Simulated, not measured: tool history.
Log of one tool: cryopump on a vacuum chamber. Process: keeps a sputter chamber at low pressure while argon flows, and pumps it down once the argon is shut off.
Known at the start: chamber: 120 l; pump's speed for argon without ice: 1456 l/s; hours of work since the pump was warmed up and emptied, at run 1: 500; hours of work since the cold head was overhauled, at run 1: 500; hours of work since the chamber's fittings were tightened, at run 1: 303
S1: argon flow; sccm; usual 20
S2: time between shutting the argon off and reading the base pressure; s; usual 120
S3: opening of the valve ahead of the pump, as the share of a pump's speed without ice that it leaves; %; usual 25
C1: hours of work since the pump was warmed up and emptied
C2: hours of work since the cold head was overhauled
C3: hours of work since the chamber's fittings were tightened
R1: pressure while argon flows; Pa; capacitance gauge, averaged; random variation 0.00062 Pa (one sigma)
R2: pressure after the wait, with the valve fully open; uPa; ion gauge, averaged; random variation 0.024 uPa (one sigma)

| run | hour | S1 | S2 | S3 | C1 | C2 | C3 | R1 | R2 |
|---|---|---|---|---|---|---|---|---|---|
| 1 | 0.0 | 20 | 120 | 25 | 500 | 500 | 303 | 0.0974 | 1.17 |
| 2 | 51.4 | 20 | 120 | 25 | 535 | 535 | 338 | 0.0981 | 1.20 |
| 3 | 99.8 | 20 | 43 | 25 | 569 | 569 | 372 | 0.0986 | 2.50 |
| 4 | 129.4 | 17 | 43 | 25 | 589 | 589 | 392 | 0.0831 | 2.49 |
| 5 | 177.5 | 17 | 43 | 25 | 623 | 623 | 426 | 0.0837 | 2.54 |
| 6 | 217.8 | 17 | 43 | 25 | 651 | 651 | 454 | 0.0851 | 2.59 |
| 7 | 268.5 | 17 | 43 | 25 | 686 | 686 | 489 | 0.0843 | 2.53 |
| 8 | 327.5 | 17 | 43 | 25 | 727 | 727 | 530 | 0.0852 | 2.58 |
| 9 | 391.6 | 20 | 120 | 25 | 771 | 771 | 574 | 0.0999 | 1.43 |
|  | 420.7 | pump warmed up, emptied and cooled again |
| 10 | 428.6 | 20 | 120 | 25 | 5 | 793 | 596 | 0.0943 | 1.28 |
| 11 | 494.6 | 20 | 120 | 20 | 51 | 839 | 642 | 0.1167 | 1.28 |
| 12 | 530.1 | 17 | 120 | 25 | 76 | 863 | 666 | 0.0804 | 1.33 |
| 13 | 567.8 | 17 | 120 | 25 | 102 | 889 | 692 | 0.0798 | 1.34 |
| 14 | 603.0 | 17 | 120 | 25 | 126 | 914 | 717 | 0.0801 | 1.37 |
| 15 | 632.3 | 17 | 120 | 25 | 146 | 934 | 737 | 0.0806 | 1.39 |
| 16 | 687.3 | 26 | 120 | 25 | 185 | 972 | 775 | 0.1234 | 1.45 |
| 17 | 743.5 | 26 | 120 | 25 | 223 | 1011 | 814 | 0.1238 | 1.44 |
| 18 | 803.9 | 8 | 107 | 17 | 265 | 1053 | 856 | 0.0553 | 1.59 |
| 19 | 847.4 | 9 | 183 | 53 | 295 | 1083 | 886 | 0.0219 | 1.32 |
| 20 | 879.2 | 28 | 26 | 33 | 317 | 1105 | 908 | 0.1035 | 4.06 |
| 21 | 938.5 | 28 | 26 | 33 | 358 | 1146 | 949 | 0.1029 | 3.93 |
| 22 | 973.3 | 35 | 120 | 23 | 382 | 1170 | 973 | 0.1822 | 1.57 |
| 23 | 1014.6 | 18 | 196 | 40 | 411 | 1199 | 1002 | 0.0567 | 1.39 |

Forecast run 24:
| 24 | 1047.9 | 15 | 196 | 39 | 434 | 1222 | 1025 | ? | ? |

R1: 0.0487 Pa
R2: 1.42 uPa
Without the tool's hidden state the same run would have given R1 0.0453 Pa, R2 0.64 uPa.

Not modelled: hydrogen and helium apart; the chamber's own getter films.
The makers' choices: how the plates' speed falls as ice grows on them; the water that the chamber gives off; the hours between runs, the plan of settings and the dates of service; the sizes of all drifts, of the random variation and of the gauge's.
